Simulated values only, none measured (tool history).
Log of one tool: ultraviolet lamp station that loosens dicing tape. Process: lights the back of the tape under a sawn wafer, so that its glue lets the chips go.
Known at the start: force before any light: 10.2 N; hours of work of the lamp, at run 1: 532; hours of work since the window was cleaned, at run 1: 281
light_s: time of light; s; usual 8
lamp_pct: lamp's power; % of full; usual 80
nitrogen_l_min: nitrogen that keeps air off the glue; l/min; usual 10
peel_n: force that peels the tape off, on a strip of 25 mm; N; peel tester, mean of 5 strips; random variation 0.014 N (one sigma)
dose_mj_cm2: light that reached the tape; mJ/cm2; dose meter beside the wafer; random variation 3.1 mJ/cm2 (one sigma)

| run | hour | light_s | lamp_pct | nitrogen_l_min | hours of work of the lamp | hours of work since the window was cleaned | peel_n | dose_mj_cm2 |
|---|---|---|---|---|---|---|---|---|
| 1 | 0.0 | 8 | 80 | 10 | 532 | 281 | 1.506 | 327 |
| 2 | 19.5 | 8 | 80 | 10 | 544 | 293 | 1.430 | 325 |
| 3 | 47.3 | 8 | 80 | 10 | 561 | 310 | 1.584 | 317 |
| 4 | 72.1 | 8 | 80 | 10 | 577 | 326 | 1.582 | 317 |
| 5 | 93.9 | 8 | 80 | 10 | 590 | 340 | 1.611 | 311 |
| 6 | 119.7 | 8 | 80 | 10 | 607 | 356 | 1.633 | 302 |
| 7 | 141.3 | 8 | 80 | 10 | 620 | 369 | 1.705 | 299 |
| 8 | 162.9 | 8 | 80 | 10 | 634 | 383 | 1.725 | 296 |
| 9 | 183.6 | 8 | 80 | 10 | 647 | 396 | 1.742 | 295 |
| 10 | 200.0 | 8 | 80 | 10 | 657 | 406 | 1.827 | 290 |
| 11 | 218.5 | 8 | 80 | 10 | 668 | 418 | 1.842 | 291 |
| 12 | 239.0 | 8 | 80 | 10 | 681 | 430 | 1.971 | 280 |
| 13 | 258.6 | 8 | 80 | 10 | 693 | 443 | 1.980 | 281 |
| 14 | 288.2 | 8 | 65 | 10 | 712 | 461 | 2.659 | 223 |
| 15 | 304.8 | 8 | 80 | 13 | 722 | 472 | 1.800 | 269 |
| 16 | 334.4 | 8 | 80 | 10 | 741 | 490 | 2.097 | 266 |
| 17 | 350.8 | 8 | 80 | 10 | 751 | 500 | 2.074 | 264 |
| 18 | 367.2 | 8 | 80 | 10 | 761 | 511 | 2.112 | 260 |
|  | 370.0 | window cleaned of glue's vapour |
| 19 | 382.7 | 8 | 80 | 10 | 771 | 8 | 2.498 | 240 |
| 20 | 413.9 | 8 | 80 | 10 | 790 | 27 | 2.508 | 228 |
| 21 | 437.0 | 8 | 80 | 10 | 805 | 42 | 2.592 | 227 |
| 22 | 450.8 | 8 | 80 | 5 | 813 | 51 | 3.373 | 228 |
| 23 | 469.4 | 9 | 94 | 11 | 825 | 62 | 1.724 | 291 |
|  | 476.9 | lamp changed |
|  | 482.7 | window cleaned of glue's vapour, once more |
| 24 | 485.6 | 8 | 80 | 4 | 5 | 2 | 1.327 | 475 |
| 25 | 516.4 | 11 | 77 | 10 | 24 | 21 | 0.335 | 617 |
| 26 | 543.4 | 8 | 63 | 10 | 41 | 38 | 1.240 | 353 |
| 27 | 574.7 | 8 | 76 | 10 | 61 | 58 | 0.819 | 424 |
| 28 | 600.7 | 8 | 76 | 10 | 77 | 74 | 0.850 | 422 |
| 29 | 618.6 | 8 | 85 | 10 | 88 | 85 | 0.689 | 469 |
| 30 | 644.3 | 8 | 85 | 10 | 104 | 101 | 0.701 | 467 |
| 31 | 660.7 | 9 | 90 | 11 | 115 | 111 | 0.433 | 548 |
| 32 | 677.6 | 9 | 90 | 11 | 125 | 122 | 0.428 | 546 |
| 33 | 693.7 | 12 | 82 | 11 | 135 | 132 | 0.259 | 656 |
| 34 | 720.4 | 12 | 82 | 11 | 152 | 149 | 0.265 | 645 |
| 35 | 748.9 | 12 | 82 | 11 | 170 | 166 | 0.283 | 640 |
| 36 | 762.7 | 10 | 85 | 6 | 178 | 175 | 0.663 | 544 |
| 37 | 784.7 | 6 | 77 | 13 | 192 | 189 | 1.551 | 293 |
| 38 | 799.1 | 11 | 86 | 18 | 201 | 198 | 0.250 | 593 |
| 39 | 812.2 | 11 | 86 | 18 | 209 | 206 | 0.258 | 593 |
| 40 | 833.5 | 6 | 71 | 16 | 223 | 219 | 1.696 | 266 |
| 41 | 859.3 | 5 | 83 | 12 | 239 | 236 | 2.087 | 256 |
| 42 | 883.6 | 12 | 83 | 12 | 254 | 251 | 0.321 | 601 |
| 43 | 909.6 | 8 | 64 | 14 | 270 | 267 | 1.388 | 303 |
| 44 | 934.3 | 8 | 94 | 4 | 286 | 282 | 1.455 | 436 |

Hidden state or all else? Some run-to-run changes of peel_n, split into what the settings, what came in and random variation would give without the hidden state, and what is left for the hidden state (with any gauge scatter that isn't in both results):
The hidden state here: lamp's light, % of a new lamp's; light that the window lets through, % of a clean one's; drift of the gauge itself on peel_n, %; drift of the gauge itself on dose_mj_cm2, %.
Run 22 -> 23: light_s 8 -> 9, lamp_pct 80 -> 94, nitrogen_l_min 5 -> 11. peel_n -1.649 N: hidden state -0.908, all else -0.741.
Run 23 -> 24: light_s 9 -> 8, lamp_pct 94 -> 80, nitrogen_l_min 11 -> 4, lamp changed, window cleaned of glue's vapour, once more. peel_n -0.397 N: hidden state -1.387, all else +0.990.
Run 39 -> 40: light_s 11 -> 6, lamp_pct 86 -> 71, nitrogen_l_min 18 -> 16. peel_n +1.438 N: hidden state +0.417, all else +1.021.
Run 41 -> 42: light_s 5 -> 12. peel_n -1.766 N: hidden state -0.475, all else -1.291.

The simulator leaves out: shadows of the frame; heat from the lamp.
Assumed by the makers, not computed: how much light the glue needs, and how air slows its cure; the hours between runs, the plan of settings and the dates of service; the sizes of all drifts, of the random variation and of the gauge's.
